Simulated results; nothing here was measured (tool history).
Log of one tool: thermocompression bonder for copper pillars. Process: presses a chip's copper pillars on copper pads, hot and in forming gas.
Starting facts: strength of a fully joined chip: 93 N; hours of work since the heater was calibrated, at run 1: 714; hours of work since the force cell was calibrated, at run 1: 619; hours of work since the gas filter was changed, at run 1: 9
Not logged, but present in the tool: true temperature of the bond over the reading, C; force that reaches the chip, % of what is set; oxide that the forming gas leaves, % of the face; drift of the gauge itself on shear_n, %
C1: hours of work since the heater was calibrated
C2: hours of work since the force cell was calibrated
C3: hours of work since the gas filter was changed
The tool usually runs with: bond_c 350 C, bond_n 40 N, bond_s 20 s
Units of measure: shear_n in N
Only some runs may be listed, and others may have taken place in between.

Run 1, day 0: usual settings; C1 714; C2 619; C3 9. Result: shear_n 46.4 N.
Run 2, day 2.712: usual settings; C1 759; C2 664; C3 54. Result: shear_n 46.6 N.
Run 3, day 4.425: usual settings but bond_n 27 N; C1 787; C2 692; C3 82. Result: shear_n 29.3 N.
Run 4, day 5.871: usual settings but bond_n 27 N; C1 811; C2 716; C3 106. Result: shear_n 28.9 N.
At day 6.538: forming gas filter changed.
Run 5, day 8.1: usual settings but bond_n 27 N; C1 848; C2 753; C3 26. Result: shear_n 29.4 N.
Run 6, day 10.054: usual settings but bond_n 27 N; C1 880; C2 785; C3 58. Result: shear_n 29.4 N.
Run 7, day 12.1: usual settings but bond_n 55 N; C1 914; C2 819; C3 92. Result: shear_n 61.3 N.
At day 13.558: forming gas filter changed.
Run 8, day 13.767: usual settings but bond_n 55 N; C1 941; C2 846; C3 3. Result: shear_n 62.4 N.
Run 9, day 15.067: usual settings; C1 962; C2 867; C3 25. Result: shear_n 46.9 N.
Run 10, day 16.858: usual settings; C1 992; C2 897; C3 55. Result: shear_n 45.8 N.
Run 11, day 19.217: usual settings; C1 1031; C2 936; C3 94. Result: shear_n 45.9 N.
At day 20.679: forming gas filter changed.
Run 12, day 20.858: usual settings; C1 1058; C2 963; C3 3. Result: shear_n 47 N.
Run 13, day 23.379: usual settings but bond_n 35 N; C1 1100; C2 1004; C3 45. Result: shear_n 39.6 N.
Run 14, day 25.75: usual settings but bond_c 372 C; C1 1139; C2 1044; C3 84. Result: shear_n 53.6 N.
At day 27.7: forming gas filter changed.
Run 15, day 28.292: usual settings but bond_c 372 C; C1 1180; C2 1085; C3 10. Result: shear_n 56.1 N.
Run 16, day 29.85: usual settings but bond_n 24 N; C1 1206; C2 1111; C3 35. Result: shear_n 26.2 N.
Run 17, day 32.196: usual settings but bond_c 371 C; C1 1245; C2 1150; C3 74. Result: shear_n 54.3 N.
Run 18, day 33.367: usual settings but bond_c 371 C; C1 1264; C2 1169; C3 94. Result: shear_n 54 N.
At day 34.733: forming gas filter changed.
Run 19, day 35.621: usual settings; C1 1301; C2 1206; C3 15. Result: shear_n 46.5 N.
Run 20, day 37.096: usual settings; C1 1326; C2 1231; C3 39. Result: shear_n 46.3 N.
Run 21, day 38.771: usual settings but bond_s 33 s; C1 1353; C2 1258; C3 67. Result: shear_n 53.4 N.
Run 22, day 41.021: usual settings but bond_n 30 N, bond_s 33 s; C1 1391; C2 1295; C3 104. Result: shear_n 39.7 N.
At day 41.921: forming gas filter changed.
Run 23, day 42.488: usual settings but bond_c 322 C, bond_n 32 N, bond_s 47 s; C1 1414; C2 1319; C3 9. Result: shear_n 36.8 N.
Run 24, day 44.442: usual settings but bond_c 322 C, bond_n 32 N, bond_s 47 s; C1 1447; C2 1352; C3 42. Result: shear_n 37.3 N.
Run 25, day 45.717: usual settings but bond_c 337 C, bond_n 32 N, bond_s 47 s; C1 1468; C2 1373; C3 63. Result: shear_n 42.7 N.
Run 26, day 48.2: usual settings but bond_c 341 C, bond_n 32 N, bond_s 37 s; C1 1509; C2 1414; C3 104. Result: shear_n 40.2 N.
At day 49.175: forming gas filter changed.
Run 27, day 50.025: usual settings but bond_c 366 C, bond_n 59 N; C1 1539; C2 1444; C3 14. Result: shear_n 72 N.
Run 28, day 51.988: usual settings but bond_n 27 N, bond_s 55 s; C1 1571; C2 1476; C3 46. Result: shear_n 43 N.
At day 52.738: heater calibrated with a thermocouple chip.
Run 29, day 53.304: usual settings but bond_n 37 N, bond_s 57 s; C1 9; C2 1496; C3 67. Result: shear_n 62.6 N.
Run 30, day 55.275: usual settings but bond_c 345 C, bond_n 57 N, bond_s 10 s; C1 42; C2 1529; C3 99. Result: shear_n 52.5 N.
At day 56.358: forming gas filter changed.
Run 31, day 57.283: usual settings but bond_c 345 C, bond_n 57 N, bond_s 10 s; C1 75; C2 1562; C3 15. Result: shear_n 52.8 N.
Run 32, day 58.929: usual settings but bond_c 345 C, bond_n 57 N, bond_s 10 s; C1 102; C2 1589; C3 43. Result: shear_n 52.7 N.
Run 33, day 61.204: usual settings but bond_c 360 C, bond_n 32 N, bond_s 10 s; C1 140; C2 1627; C3 80. Result: shear_n 32.6 N.
Run 34, day 63.112: usual settings but bond_c 336 C, bond_s 21 s; C1 171; C2 1658; C3 112. Result: shear_n 42.7 N.
At day 63.379: forming gas filter changed.
Run 35, day 64.933: usual settings but bond_n 54 N, bond_s 33 s; C1 201; C2 1688; C3 26. Result: shear_n 72.3 N.
At day 65.358: force cell calibrated.
Run 36, day 66.471: usual settings but bond_c 373 C, bond_n 50 N; C1 225; C2 18; C3 50. Result: shear_n 66.5 N.
Run 37, day 67.838: usual settings but bond_c 373 C, bond_n 50 N; C1 248; C2 41; C3 73. Result: shear_n 66.8 N.
Run 38, day 69.821: usual settings but bond_c 373 C, bond_n 50 N; C1 281; C2 74; C3 105. Result: shear_n 65.5 N.

Below, some changes in shear_n between adjacent runs. For each, the amount present without the hidden state too (settings, incoming material, random variation) and the amount remaining for the hidden state with gauge scatter not shared by both compared results:
Run 6 -> 7: bond_n 27 -> 55. shear_n +31.9 N: hidden state -1.5, all else +33.4.
Run 15 -> 16: bond_c 372 -> 350, bond_n 40 -> 24. shear_n -29.9 N: hidden state +0.3, all else -30.2.
Run 26 -> 27: bond_c 341 -> 366, bond_n 32 -> 59, bond_s 37 -> 20, forming gas filter changed. shear_n +31.8 N: hidden state +1.2, all else +30.6.
Run 28 -> 29: bond_n 27 -> 37, bond_s 55 -> 57, heater calibrated with a thermocouple chip. shear_n +19.6 N: hidden state +3, all else +16.6.
Run 35 -> 36: bond_c 350 -> 373, bond_n 54 -> 50, bond_s 33 -> 20, force cell calibrated. shear_n -5.8 N: hidden state -2.4, all else -3.4.
